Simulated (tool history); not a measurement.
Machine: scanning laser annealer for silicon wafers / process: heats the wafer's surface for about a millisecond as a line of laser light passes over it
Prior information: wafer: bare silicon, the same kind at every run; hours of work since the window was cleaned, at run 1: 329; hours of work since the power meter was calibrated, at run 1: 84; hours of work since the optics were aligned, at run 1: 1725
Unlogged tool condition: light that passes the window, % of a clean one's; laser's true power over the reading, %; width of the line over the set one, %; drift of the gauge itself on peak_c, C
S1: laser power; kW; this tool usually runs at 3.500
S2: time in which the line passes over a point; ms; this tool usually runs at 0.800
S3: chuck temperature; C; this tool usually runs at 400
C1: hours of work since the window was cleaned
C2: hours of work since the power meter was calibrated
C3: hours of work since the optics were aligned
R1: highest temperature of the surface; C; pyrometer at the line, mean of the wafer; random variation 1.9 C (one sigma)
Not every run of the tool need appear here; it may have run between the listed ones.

| run | day | S1 | S2 | S3 | C1 | C2 | C3 | R1 |
|---|---|---|---|---|---|---|---|---|
| 1 | 0.000 | 3.500 | 0.800 | 400 | 329 | 84 | 1725 | 1185 |
| 2 | 0.379 | 3.500 | 0.800 | 400 | 334 | 89 | 1730 | 1185 |
| 3 | 0.825 | 3.500 | 0.800 | 400 | 340 | 95 | 1736 | 1188 |
| 4 | 1.212 | 3.500 | 0.800 | 400 | 345 | 100 | 1741 | 1180 |
| 5 | 1.875 | 3.500 | 0.800 | 400 | 354 | 109 | 1750 | 1182 |
| 6 | 2.367 | 3.500 | 0.800 | 400 | 361 | 116 | 1757 | 1185 |
| 7 | 2.692 | 3.500 | 0.800 | 400 | 365 | 120 | 1761 | 1186 |
| 8 | 3.050 | 3.500 | 0.800 | 400 | 370 | 125 | 1766 | 1183 |
| 9 | 3.467 | 3.500 | 0.800 | 400 | 376 | 130 | 1772 | 1182 |
| 10 | 4.112 | 3.500 | 0.800 | 400 | 384 | 139 | 1780 | 1187 |
| 11 | 4.779 | 3.651 | 0.800 | 400 | 393 | 148 | 1789 | 1222 |
| 12 | 5.342 | 3.292 | 0.854 | 400 | 401 | 156 | 1797 | 1144 |
| 13 | 5.654 | 3.500 | 0.757 | 390 | 405 | 160 | 1801 | 1150 |
| 14 | 5.996 | 3.428 | 0.687 | 371 | 410 | 165 | 1806 | 1082 |
| 15 | 6.454 | 3.302 | 0.687 | 414 | 416 | 171 | 1812 | 1095 |
| 16 | 7.125 | 3.500 | 0.800 | 417 | 425 | 180 | 1821 | 1195 |
| 17 | 7.675 | 3.500 | 0.800 | 417 | 433 | 187 | 1828 | 1195 |
| 18 | 8.033 | 3.257 | 0.910 | 400 | 437 | 192 | 1833 | 1156 |
| 19 | 8.579 | 3.500 | 0.926 | 400 | 445 | 199 | 1841 | 1229 |
| 20 | 9.154 | 3.812 | 0.926 | 378 | 452 | 207 | 1848 | 1301 |
|  | 9.825 | optics aligned, line set to its width |
| 21 | 9.833 | 3.486 | 0.798 | 400 | 459 | 214 | 0 | 1200 |
| 22 | 10.558 | 3.486 | 0.708 | 438 | 469 | 223 | 10 | 1191 |

For some of the steps in R1 from one run to the next: how much would appear even if the tool had no hidden state, given the settings, what came in and random variation, and how much remains for the hidden state plus any gauge scatter that the measured result and the result without hidden state don't share?
Run 15 -> 16: S1 3.302 -> 3.500, S2 0.687 -> 0.800, S3 414 -> 417. R1 +100 C: hidden state -5, all else +105.
Run 20 -> 21: S1 3.812 -> 3.486, S2 0.926 -> 0.798, S3 378 -> 400, optics aligned, line set to its width. R1 -101 C: hidden state +30, all else -131.

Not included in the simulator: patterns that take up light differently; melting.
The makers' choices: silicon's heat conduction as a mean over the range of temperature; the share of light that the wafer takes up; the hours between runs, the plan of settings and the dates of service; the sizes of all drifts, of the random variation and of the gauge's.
